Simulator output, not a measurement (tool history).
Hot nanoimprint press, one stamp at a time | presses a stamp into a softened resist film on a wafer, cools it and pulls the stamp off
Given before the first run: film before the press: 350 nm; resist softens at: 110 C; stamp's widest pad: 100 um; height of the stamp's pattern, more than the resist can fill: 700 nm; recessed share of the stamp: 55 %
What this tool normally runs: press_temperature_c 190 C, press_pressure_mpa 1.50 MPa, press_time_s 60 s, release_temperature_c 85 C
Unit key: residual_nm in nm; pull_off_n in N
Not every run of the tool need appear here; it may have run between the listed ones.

Run 1, day 0.000: usual settings. Result: residual_nm 208.7 nm, pull_off_n 152 N.
Run 2, day 0.729: usual settings but release_temperature_c 86 C. Result: residual_nm 207.3 nm, pull_off_n 159 N.
Run 3, day 1.029: usual settings but release_temperature_c 86 C. Result: residual_nm 209.4 nm, pull_off_n 156 N.
Run 4, day 1.725: usual settings but release_temperature_c 86 C. Result: residual_nm 207.1 nm, pull_off_n 155 N.
Run 5, day 2.308: usual settings but release_temperature_c 86 C. Result: residual_nm 207.3 nm, pull_off_n 159 N.
Run 6, day 2.771: usual settings but press_pressure_mpa 1.09 MPa, release_temperature_c 86 C. Result: residual_nm 231.3 nm, pull_off_n 159 N.
Run 7, day 3.392: usual settings but press_pressure_mpa 1.09 MPa, release_temperature_c 86 C. Result: residual_nm 229.5 nm, pull_off_n 166 N.
Run 8, day 3.829: usual settings but press_pressure_mpa 1.09 MPa, release_temperature_c 86 C. Result: residual_nm 232.3 nm, pull_off_n 166 N.
Run 9, day 4.317: usual settings but release_temperature_c 80 C. Result: residual_nm 210.4 nm, pull_off_n 173 N.
Run 10, day 4.704: usual settings. Result: residual_nm 209.3 nm, pull_off_n 170 N.
Run 11, day 5.254: usual settings but press_temperature_c 197 C. Result: residual_nm 159.4 nm, pull_off_n 167 N.
Run 12, day 5.938: usual settings but press_temperature_c 197 C. Result: residual_nm 156.8 nm, pull_off_n 166 N.
Run 13, day 6.671: usual settings. Result: residual_nm 208.3 nm, pull_off_n 179 N.
Run 14, day 7.138: usual settings. Result: residual_nm 211.7 nm, pull_off_n 181 N.
Run 15, day 7.883: usual settings. Result: residual_nm 210.6 nm, pull_off_n 182 N.
At day 8.038: plate thermocouple calibrated.
Run 16, day 8.575: usual settings. Result: residual_nm 209.8 nm, pull_off_n 184 N.
Run 17, day 8.958: usual settings. Result: residual_nm 209.8 nm, pull_off_n 181 N.
At day 9.396: plate thermocouple calibrated, once more.
Run 18, day 9.658: usual settings but press_temperature_c 188 C, press_pressure_mpa 1.10 MPa, press_time_s 91 s, release_temperature_c 84 C. Result: residual_nm 212.4 nm, pull_off_n 187 N.
Run 19, day 10.167: usual settings but press_temperature_c 188 C, press_pressure_mpa 1.10 MPa, press_time_s 91 s, release_temperature_c 84 C. Result: residual_nm 215.6 nm, pull_off_n 182 N.
Run 20, day 10.708: usual settings but release_temperature_c 79 C. Result: residual_nm 203.2 nm, pull_off_n 196 N.
Run 21, day 11.412: usual settings but press_temperature_c 195 C, press_time_s 68 s, release_temperature_c 73 C. Result: residual_nm 160.9 nm, pull_off_n 202 N.
Run 22, day 11.842: usual settings but press_temperature_c 193 C, press_pressure_mpa 1.18 MPa, press_time_s 33 s, release_temperature_c 73 C. Result: residual_nm 234.7 nm, pull_off_n 211 N.
Run 23, day 12.475: usual settings but press_temperature_c 193 C, press_pressure_mpa 1.18 MPa, press_time_s 33 s, release_temperature_c 90 C. Result: residual_nm 238.1 nm, pull_off_n 186 N.
Run 24, day 13.179: usual settings but press_temperature_c 193 C, press_pressure_mpa 1.18 MPa, press_time_s 33 s, release_temperature_c 90 C. Result: residual_nm 239.4 nm, pull_off_n 199 N.
Run 25, day 13.712: usual settings but press_temperature_c 193 C, press_pressure_mpa 1.18 MPa, press_time_s 33 s, release_temperature_c 90 C. Result: residual_nm 238.3 nm, pull_off_n 192 N.
At day 14.271: stamp cleaned and given a new release coat.
Run 26, day 14.446: usual settings but press_temperature_c 193 C, press_pressure_mpa 1.18 MPa, press_time_s 33 s, release_temperature_c 90 C. Result: residual_nm 239.6 nm, pull_off_n 143 N.
Run 27, day 15.004: usual settings but press_pressure_mpa 1.18 MPa, press_time_s 68 s, release_temperature_c 79 C. Result: residual_nm 213.8 nm, pull_off_n 152 N.
Run 28, day 15.700: usual settings but press_temperature_c 181 C, press_pressure_mpa 1.94 MPa, press_time_s 83 s, release_temperature_c 74 C. Result: residual_nm 237.8 nm, pull_off_n 163 N.
Run 29, day 16.167: usual settings but press_temperature_c 196 C, press_pressure_mpa 1.92 MPa, press_time_s 70 s, release_temperature_c 82 C. Result: residual_nm 136.1 nm, pull_off_n 149 N.
Run 30, day 16.783: usual settings but press_temperature_c 197 C, press_pressure_mpa 2.12 MPa, press_time_s 70 s, release_temperature_c 82 C. Result: residual_nm 125.9 nm, pull_off_n 160 N.

Forecast each of these 3 alternatives for the next run:
Run A, day 17.388: usual settings but press_temperature_c 191 C, press_pressure_mpa 1.10 MPa, press_time_s 106 s. Result: residual_nm ?, pull_off_n ?.
Run B, day 17.388: usual settings but press_temperature_c 185 C, press_pressure_mpa 2.12 MPa, press_time_s 70 s, release_temperature_c 82 C. Result: residual_nm ?, pull_off_n ?.
Run C, day 17.388: usual settings but press_temperature_c 185 C. Result: residual_nm ?, pull_off_n ?.

run  residual_nm  pull_off_n
  A        181.7         166
  B        210.9         165
  C        244.8         160
What these runs would have given with no unlogged condition in the tool:
run  residual_nm  pull_off_n
  A        181.5         155
  B        210.4         154
  C        244.6         150
